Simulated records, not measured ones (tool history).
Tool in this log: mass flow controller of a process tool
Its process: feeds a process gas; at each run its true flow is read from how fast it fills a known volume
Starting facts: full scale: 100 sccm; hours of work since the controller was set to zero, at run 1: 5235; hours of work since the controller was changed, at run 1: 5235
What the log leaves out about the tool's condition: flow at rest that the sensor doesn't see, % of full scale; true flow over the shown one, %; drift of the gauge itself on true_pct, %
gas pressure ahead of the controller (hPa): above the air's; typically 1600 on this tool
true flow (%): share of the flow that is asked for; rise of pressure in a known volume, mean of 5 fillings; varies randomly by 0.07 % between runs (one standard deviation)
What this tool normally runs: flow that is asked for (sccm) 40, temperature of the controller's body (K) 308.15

run	hour	flow that is asked for (sccm)	gas pressure ahead of the controller (hPa)	temperature of the controller's body (K)	hours of work since the controller was set to zero	hours of work since the controller was changed	true flow (%)
1	0.0	40	1600	308.15	5235	5235	96.79
2	171.7	40	1600	308.15	5292	5292	96.58
3	330.7	40	1600	308.15	5344	5344	96.54
4	455.8	40	1600	311.15	5386	5386	96.78
5	631.3	40	1600	311.15	5444	5444	96.85
6	827.4	40	2580	311.15	5509	5509	97.56
7	925.6	40	2160	308.15	5541	5541	96.87
8	1015.0	40	2160	308.15	5571	5571	96.84
9	1186.6	12	1830	304.15	5627	5627	98.47
10	1312.9	19	1850	309.15	5669	5669	97.64
# hour 1373.5: controller exchanged for a calibrated one
11	1460.4	51	2030	308.15	29	29	99.89
12	1587.2	43	2030	296.15	71	71	98.21
13	1709.2	16	2340	296.15	111	111	97.80
14	1858.4	16	2340	296.15	160	160	97.79
15	1951.9	11	2700	293.15	191	191	97.85
16	2050.5	29	1600	295.15	224	224	97.26

Below are 5 alternative next runs, each starting from the tool's condition after run 16. Predict each:
A	2156.0	29	2000	301.15	259	259	?
B	2156.0	79	1600	311.15	259	259	?
C	2156.0	40	2750	308.15	259	259	?
D	2156.0	29	1600	302.15	259	259	?
E	2156.0	21	1790	307.15	259	259	?

run	true flow (%)
A	98.42
B	100.60
C	100.09
D	98.22
E	98.82
What these runs would have given with no unlogged condition in the tool:
run	true flow (%)
A	98.36
B	100.69
C	100.09
D	98.15
E	98.67
